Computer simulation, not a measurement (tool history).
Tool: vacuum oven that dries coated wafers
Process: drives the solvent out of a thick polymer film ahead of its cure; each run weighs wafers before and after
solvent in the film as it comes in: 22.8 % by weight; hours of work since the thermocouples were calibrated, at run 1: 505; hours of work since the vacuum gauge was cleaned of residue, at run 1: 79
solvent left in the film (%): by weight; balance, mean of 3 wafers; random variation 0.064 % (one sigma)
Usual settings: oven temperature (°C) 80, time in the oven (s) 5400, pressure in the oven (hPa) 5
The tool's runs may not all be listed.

run	day	oven temperature (°C)	time in the oven (s)	pressure in the oven (hPa)	hours of work since the thermocouples were calibrated	hours of work since the vacuum gauge was cleaned of residue	solvent left in the film (%)
1	0	80	5400	5	505	79	4.37
2	1.379	80	5400	11.9	525	98	4.65
3	2.65	80	9000	5	543	116	1.81
4	4.346	80	9000	5	566	140	1.76
5	5.946	80	9000	5	589	162	1.94
6	7.588	80	9000	5	612	185	1.89
7	9.496	80	5400	5	638	212	4.43
8	10.675	80	5400	5	655	228	4.45
9	13.175	80	5400	5	690	263	4.63
10	15.683	80	5400	5	725	298	4.53
11	17.854	80	5400	5	755	328	4.56
12	20.183	80	4200	14.6	788	361	6.61
# day 20.475: oven's thermocouples calibrated
13	22.25	80	4200	14.6	25	389	6.94
14	23.417	94	7920	4.13	41	405	0.57
15	25.7	94	6540	14.05	73	437	1.29
16	27.862	74	3540	3.43	103	467	9.21
# day 29.321: oven's thermocouples calibrated, once more
17	30.338	74	3540	3.43	14	501	8.52
18	31.696	79	4980	5	33	520	4.95
19	33.062	79	4980	5	52	539	5.03
20	35.425	79	4980	5	85	572	4.89
21	36.571	73	5400	4.92	101	588	6.28

5 ways to go on from here, each from the tool as it stands after run 21. What would each give?
A	37.967	85	6840	13.76	121	607	?
B	37.967	82	4740	3.06	121	607	?
C	37.967	73	9600	4.92	121	607	?
D	37.967	92	5640	5.45	121	607	?
E	37.967	73	8340	4.92	121	607	?

run	solvent left in the film (%)
A	2.27
B	4.24
C	2.85
D	1.42
E	3.58
Without the tool's hidden state the same runs would have given:
run	solvent left in the film (%)
A	2.12
B	4.05
C	2.64
D	1.31
E	3.37

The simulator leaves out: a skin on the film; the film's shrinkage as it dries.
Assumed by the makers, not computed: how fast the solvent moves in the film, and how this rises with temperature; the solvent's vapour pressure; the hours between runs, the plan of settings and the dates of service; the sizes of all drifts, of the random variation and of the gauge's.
